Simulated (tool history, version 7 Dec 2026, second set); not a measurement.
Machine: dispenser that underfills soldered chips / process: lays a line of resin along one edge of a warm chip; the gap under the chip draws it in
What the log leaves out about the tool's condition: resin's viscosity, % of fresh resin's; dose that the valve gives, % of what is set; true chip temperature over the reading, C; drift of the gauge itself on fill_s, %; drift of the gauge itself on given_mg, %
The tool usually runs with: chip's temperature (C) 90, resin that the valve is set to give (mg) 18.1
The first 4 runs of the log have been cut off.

| run | day | chip's temperature (C) | resin that the valve is set to give (mg) | hours of work since the syringe was changed | hours of work since the valve was cleaned | hours of work since the stage was calibrated | time until the resin shows at the far edge (s) | resin that the valve gave (mg) |
|---|---|---|---|---|---|---|---|---|
| 5 | 0.746 | 90 | 18.8 | 7 | 79 | 133 | 342.3 | 17.61 |
|  | 0.779 | new syringe of resin |
| 6 | 0.921 | 90 | 18.8 | 2 | 81 | 135 | 281.1 | 17.62 |
| 7 | 1.038 | 90 | 19.9 | 4 | 83 | 137 | 299.4 | 18.70 |
| 8 | 1.225 | 90 | 18.1 | 7 | 86 | 140 | 332.8 | 16.86 |
|  | 1.288 | new syringe of resin |
| 9 | 1.425 | 90 | 18.1 | 2 | 88 | 143 | 285.6 | 17.09 |
| 10 | 1.562 | 90 | 18.1 | 4 | 91 | 145 | 315.0 | 16.83 |
| 11 | 1.783 | 90 | 15.5 | 7 | 94 | 148 | 365.2 | 14.39 |
|  | 1.812 | new syringe of resin |
| 12 | 2.021 | 90 | 15.5 | 3 | 97 | 152 | 310.5 | 14.38 |
| 13 | 2.246 | 90 | 15.5 | 7 | 101 | 155 | 350.8 | 14.23 |
|  | 2.329 | new syringe of resin |
| 14 | 2.471 | 94 | 18.1 | 2 | 104 | 158 | 245.3 | 16.49 |
| 15 | 2.588 | 94 | 18.1 | 4 | 106 | 160 | 267.5 | 16.58 |
| 16 | 2.717 | 104 | 18.1 | 6 | 108 | 162 | 197.2 | 16.59 |
|  | 2.850 | new syringe of resin |
| 17 | 2.862 | 104 | 18.1 | 0 | 110 | 164 | 162.4 | 16.60 |
| 18 | 3.004 | 104 | 18.1 | 2 | 112 | 166 | 172.0 | 16.50 |
| 19 | 3.150 | 96 | 18.1 | 5 | 114 | 168 | 249.9 | 16.49 |
| 20 | 3.308 | 100 | 19.4 | 7 | 116 | 171 | 229.5 | 17.66 |
|  | 3.367 | new syringe of resin |
| 21 | 3.500 | 98 | 17.5 | 2 | 119 | 173 | 217.2 | 15.88 |

Forecast run 22:
| 22 | 3.729 | 84 | 22.0 | 5 | 123 | 177 | ? | ? |

{"run 22": {"time until the resin shows at the far edge (s)": 402.9, "resin that the valve gave (mg)": 20.01}}
Minus the tool's unlogged condition, the same run would have read time until the resin shows at the far edge (s) 315.4, resin that the valve gave (mg) 22.03.

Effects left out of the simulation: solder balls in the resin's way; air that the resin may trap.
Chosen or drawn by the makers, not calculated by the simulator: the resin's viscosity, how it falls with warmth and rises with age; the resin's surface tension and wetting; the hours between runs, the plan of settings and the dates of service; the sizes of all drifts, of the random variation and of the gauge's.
